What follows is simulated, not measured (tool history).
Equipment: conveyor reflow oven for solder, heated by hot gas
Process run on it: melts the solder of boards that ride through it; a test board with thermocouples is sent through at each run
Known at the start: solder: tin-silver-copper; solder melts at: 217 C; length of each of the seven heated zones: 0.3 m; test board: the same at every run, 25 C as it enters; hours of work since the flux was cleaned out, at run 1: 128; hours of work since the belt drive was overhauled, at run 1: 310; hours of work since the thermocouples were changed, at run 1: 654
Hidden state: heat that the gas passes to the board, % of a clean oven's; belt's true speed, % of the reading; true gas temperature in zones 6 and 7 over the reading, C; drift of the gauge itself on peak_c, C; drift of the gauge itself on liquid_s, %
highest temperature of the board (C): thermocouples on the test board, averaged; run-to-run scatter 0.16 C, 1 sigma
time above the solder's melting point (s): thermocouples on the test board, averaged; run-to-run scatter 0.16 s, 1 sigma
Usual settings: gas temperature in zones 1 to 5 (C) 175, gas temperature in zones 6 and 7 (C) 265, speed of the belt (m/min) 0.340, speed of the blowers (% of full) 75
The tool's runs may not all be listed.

| run | hour | gas temperature in zones 1 to 5 (C) | gas temperature in zones 6 and 7 (C) | speed of the belt (m/min) | speed of the blowers (% of full) | hours of work since the flux was cleaned out | hours of work since the belt drive was overhauled | hours of work since the thermocouples were changed | highest temperature of the board (C) | time above the solder's melting point (s) |
|---|---|---|---|---|---|---|---|---|---|---|
| 1 | 0.0 | 175 | 265 | 0.340 | 75 | 128 | 310 | 654 | 256.7 | 86.7 |
| 2 | 24.6 | 183 | 265 | 0.340 | 75 | 144 | 326 | 670 | 257.7 | 91.2 |
| 3 | 38.1 | 183 | 265 | 0.340 | 75 | 153 | 335 | 679 | 257.8 | 91.7 |
| 4 | 59.4 | 183 | 265 | 0.340 | 75 | 167 | 349 | 693 | 257.3 | 91.1 |
| 5 | 72.1 | 175 | 265 | 0.340 | 75 | 176 | 357 | 702 | 256.7 | 86.7 |
| 6 | 85.8 | 175 | 265 | 0.340 | 75 | 185 | 366 | 711 | 256.6 | 86.9 |
| 7 | 97.1 | 175 | 265 | 0.340 | 75 | 192 | 374 | 718 | 256.7 | 86.8 |
| 8 | 115.3 | 166 | 265 | 0.340 | 75 | 204 | 386 | 730 | 255.6 | 81.6 |
| 9 | 137.2 | 175 | 265 | 0.340 | 75 | 219 | 400 | 745 | 256.5 | 86.7 |
| 10 | 148.9 | 175 | 265 | 0.340 | 75 | 226 | 408 | 752 | 256.4 | 86.6 |
| 11 | 164.3 | 175 | 265 | 0.340 | 70 | 237 | 418 | 762 | 256.0 | 86.1 |
| 12 | 175.2 | 175 | 265 | 0.340 | 54 | 244 | 425 | 770 | 253.5 | 82.8 |
| 13 | 200.5 | 175 | 265 | 0.340 | 81 | 260 | 442 | 786 | 257.1 | 87.2 |
|  | 206.6 | belt drive overhauled, speed set with a stopwatch |
| 14 | 224.8 | 165 | 265 | 0.340 | 75 | 274 | 12 | 800 | 255.1 | 81.2 |
| 15 | 247.0 | 165 | 265 | 0.340 | 75 | 288 | 27 | 814 | 255.1 | 81.3 |
| 16 | 261.4 | 165 | 265 | 0.340 | 75 | 298 | 36 | 824 | 255.3 | 81.5 |
| 17 | 281.5 | 165 | 265 | 0.340 | 75 | 311 | 49 | 837 | 255.0 | 81.1 |
| 18 | 292.7 | 165 | 265 | 0.316 | 75 | 319 | 57 | 844 | 257.2 | 89.9 |
|  | 303.5 | belt drive overhauled, speed set with a stopwatch, once more |
| 19 | 313.5 | 165 | 265 | 0.340 | 58 | 330 | 7 | 856 | 252.4 | 76.4 |
| 20 | 328.5 | 180 | 265 | 0.364 | 52 | 340 | 17 | 865 | 251.4 | 76.5 |
|  | 337.6 | flux residue cleaned out of gas plates and filters |
| 21 | 350.4 | 190 | 275 | 0.346 | 81 | 8 | 28 | 877 | 269.2 | 99.5 |
| 22 | 373.5 | 171 | 265 | 0.340 | 75 | 24 | 43 | 892 | 256.8 | 85.0 |
| 23 | 384.3 | 171 | 265 | 0.340 | 75 | 31 | 50 | 899 | 256.9 | 85.1 |
| 24 | 397.2 | 171 | 265 | 0.340 | 75 | 39 | 59 | 907 | 257.0 | 85.1 |
| 25 | 413.5 | 171 | 265 | 0.340 | 75 | 50 | 69 | 918 | 256.9 | 85.0 |
| 26 | 430.0 | 171 | 265 | 0.340 | 88 | 61 | 80 | 929 | 258.5 | 86.4 |
| 27 | 448.7 | 171 | 265 | 0.340 | 88 | 73 | 92 | 941 | 258.1 | 86.7 |
| 28 | 473.3 | 175 | 279 | 0.318 | 75 | 89 | 109 | 958 | 272.0 | 104.0 |
| 29 | 495.0 | 172 | 267 | 0.388 | 70 | 104 | 123 | 972 | 254.3 | 71.4 |
| 30 | 511.5 | 172 | 267 | 0.388 | 70 | 115 | 134 | 983 | 254.6 | 71.5 |
| 31 | 535.2 | 172 | 267 | 0.388 | 70 | 130 | 150 | 998 | 254.6 | 71.4 |
| 32 | 549.7 | 175 | 265 | 0.295 | 86 | 140 | 159 | 1008 | 260.7 | 105.2 |

Pick out some run-to-run changes in highest temperature of the board (C). Of each, how much would a tool without hidden state show as well, from the settings, what came in and chance, and how much is left for the hidden state and any gauge scatter not in both results compared?
Run 18 -> 19: speed of the belt (m/min) 0.316 -> 0.340, speed of the blowers (% of full) 75 -> 58, belt drive overhauled, speed set with a stopwatch, once more. highest temperature of the board (C) -4.8: hidden state -0.3, all else -4.5.
Run 20 -> 21: gas temperature in zones 1 to 5 (C) 180 -> 190, gas temperature in zones 6 and 7 (C) 265 -> 275, speed of the belt (m/min) 0.364 -> 0.346, speed of the blowers (% of full) 52 -> 81, flux residue cleaned out of gas plates and filters. highest temperature of the board (C) +17.8: hidden state +1.3, all else +16.5.
Run 27 -> 28: gas temperature in zones 1 to 5 (C) 171 -> 175, gas temperature in zones 6 and 7 (C) 265 -> 279, speed of the belt (m/min) 0.340 -> 0.318, speed of the blowers (% of full) 88 -> 75. highest temperature of the board (C) +13.9: hidden state +0.0, all else +13.9.
Run 28 -> 29: gas temperature in zones 1 to 5 (C) 175 -> 172, gas temperature in zones 6 and 7 (C) 279 -> 267, speed of the belt (m/min) 0.318 -> 0.388, speed of the blowers (% of full) 75 -> 70. highest temperature of the board (C) -17.7: hidden state -0.2, all else -17.5.
Run 31 -> 32: gas temperature in zones 1 to 5 (C) 172 -> 175, gas temperature in zones 6 and 7 (C) 267 -> 265, speed of the belt (m/min) 0.388 -> 0.295, speed of the blowers (% of full) 70 -> 86. highest temperature of the board (C) +6.1: hidden state +0.3, all else +5.8.
